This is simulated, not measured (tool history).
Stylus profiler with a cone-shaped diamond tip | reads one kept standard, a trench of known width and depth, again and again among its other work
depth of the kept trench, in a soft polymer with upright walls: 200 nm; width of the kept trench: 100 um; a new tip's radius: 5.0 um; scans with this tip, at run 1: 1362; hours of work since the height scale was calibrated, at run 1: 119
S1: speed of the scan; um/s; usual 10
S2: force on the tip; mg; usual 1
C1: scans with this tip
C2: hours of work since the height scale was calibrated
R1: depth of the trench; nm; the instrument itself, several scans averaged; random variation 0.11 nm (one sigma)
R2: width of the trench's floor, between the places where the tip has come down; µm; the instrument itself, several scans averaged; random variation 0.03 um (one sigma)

run,hour,S1,S2,C1,C2,R1,R2
1,0,10,1,1362,119,200.58,97.15
2,11.3,10,0.66,1439,126,200.32,97.12
3,31.5,10,0.66,1577,138,200.06,97.05
4,53.8,10,0.72,1729,152,200.41,97.08
5,79.6,10,1,1904,167,200.38,97.13
6,102.2,10,1,2059,181,200.58,97.09
7,122.1,10,1,2194,192,200.66,97.09
8,140.7,10,1,2321,204,200.63,97.09
9,165.7,20,0.44,2492,219,200.32,96.96
10,177.4,2,0.73,2571,226,200.39,97.2
# hour 179: height scale calibrated on a step standard
11,196.2,8,0.68,2696,10,200.3,97.05
12,219.3,8,0.68,2854,24,200.3,97.04
13,244.2,11,1.34,3024,39,200.63,97.09
14,261.9,17,2.51,3144,50,201.12,97.07
# hour 267.1: height scale calibrated on a step standard, once more
15,282.4,15,0.44,3280,9,200.49,97
16,304.5,15,0.44,3431,22,200.3,96.95

Forecast each of these 5 alternatives for the next run:
A,320.4,7,1.16,3540,32,?,?
B,320.4,5,0.39,3540,32,?,?
C,320.4,3,2.64,3540,32,?,?
D,320.4,2,1.13,3540,32,?,?
E,320.4,15,0.38,3540,32,?,?

run,R1,R2
A,200.74,97.09
B,200.17,97.16
C,201.36,97.16
D,200.56,97.09
E,200.31,96.96
Without the tool's hidden state the same runs would have given:
run,R1,R2
A,200.82,97.15
B,200.26,97.21
C,201.45,97.21
D,200.64,97.14
E,200.39,97.02
